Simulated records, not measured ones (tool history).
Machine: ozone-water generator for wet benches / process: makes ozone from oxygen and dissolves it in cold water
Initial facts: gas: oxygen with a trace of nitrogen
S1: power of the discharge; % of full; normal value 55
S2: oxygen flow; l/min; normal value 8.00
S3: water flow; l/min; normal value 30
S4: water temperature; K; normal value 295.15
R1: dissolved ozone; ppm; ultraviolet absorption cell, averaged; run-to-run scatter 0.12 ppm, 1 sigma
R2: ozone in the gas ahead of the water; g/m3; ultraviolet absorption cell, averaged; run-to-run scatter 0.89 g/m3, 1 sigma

run,hour,S1,S2,S3,S4,R1,R2
1,0.0,55,8.00,30,295.15,11.6,142.7
2,140.5,55,8.00,30,295.15,11.5,141.4
3,232.4,55,8.00,30,295.15,11.6,142.6
4,385.0,97,8.00,30,295.15,19.0,237.4
5,499.4,46,8.00,30,295.15,9.8,120.8
6,607.3,79,8.00,30,295.15,15.8,194.5
# hour 616.3: water thermometer calibrated
7,765.8,55,8.00,30,295.15,11.3,140.0
8,878.2,40,8.00,30,295.15,8.6,106.3
9,957.7,55,8.00,30,295.15,11.5,141.4
10,1085.6,55,8.00,30,295.15,11.3,142.5
11,1218.7,83,5.54,38,296.15,12.6,249.9
# hour 1302.3: water thermometer calibrated, once more
12,1348.2,83,10.60,38,289.15,14.2,173.8
13,1499.5,55,8.00,29,295.15,11.7,140.0
14,1664.0,55,7.87,21,293.15,15.5,142.0
15,1773.6,55,7.87,21,293.15,15.9,141.7
16,1910.0,55,7.87,21,293.15,15.8,140.1
17,2002.4,55,7.87,21,293.15,15.5,142.2
18,2077.1,55,8.00,35,300.15,9.1,139.4
19,2151.6,79,8.00,20,300.15,19.5,192.6
20,2272.5,78,11.69,43,300.15,9.9,153.8

Below are 4 alternative next runs, each starting from the tool's condition after run 20. Predict each:
A,2381.4,56,8.00,38,291.15,?,?
B,2381.4,77,11.69,43,300.15,?,?
C,2381.4,78,8.54,43,295.15,?,?
D,2381.4,76,8.00,35,303.15,?,?

run,R1,R2
A,9.7,140.4
B,9.7,152.8
C,10.6,184.8
D,11.4,186.0
Had the tool no hidden state, the same runs would have come out as:
run,R1,R2
A,10.5,147.9
B,10.7,163.9
C,11.7,198.4
D,12.5,199.5
